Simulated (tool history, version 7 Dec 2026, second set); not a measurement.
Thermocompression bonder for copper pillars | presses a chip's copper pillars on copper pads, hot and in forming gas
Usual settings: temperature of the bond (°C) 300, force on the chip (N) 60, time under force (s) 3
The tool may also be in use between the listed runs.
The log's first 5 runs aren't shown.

run   hour  temperature of the bond (°C)  force on the chip (N)  time under force (s)  force that shears a chip off (N)
  6   57.8                           300                     60                     3                              39.7
  7   64.4                           300                     60                     3                              38.5
  8   75.8                           300                     60                     3                              39.2
  9   86.2                           300                     69                     3                              43.6
 10   99.7                           300                     69                     3                              42.9
 11  109.4                           330                     69                     3                              56.3
 12  116.2                           330                     69                     3                              55.9
 13  125.7                           300                     60                     3                              38.2
 14  136.7                           300                     60                     3                              38.4
 15  150.6                           300                     60                     3                              38.6
 16  158.6                           300                     60                     2                              32.6
 17  171.3                           300                     60                     3                              38.8
 18  181.1                           300                     60                     3                                38
 19  197.4                           300                     60                     3                              39.2
 20  211.5                           300                     60                     3                              38.8
 21  225.1                           300                     60                     2                                33
 22  238.5                           300                     60                     2                              33.4
     247.7  -- forming gas filter changed
 23  252.8                           280                     50                     2                              21.9
 24  264.3                           280                     50                     2                                22
 25  272.5                           281                     72                     4                              41.6
 26  280.2                           270                     52                     2                              19.9
 27  287.7                           270                     52                     2                              20.4

The next listed run, before its measurement:
 28  301.2                           270                     49                     6                                 ?

Run 28 gave force that shears a chip off (N) 31.
Without the tool's hidden state the same run would have given force that shears a chip off (N) 31.1.
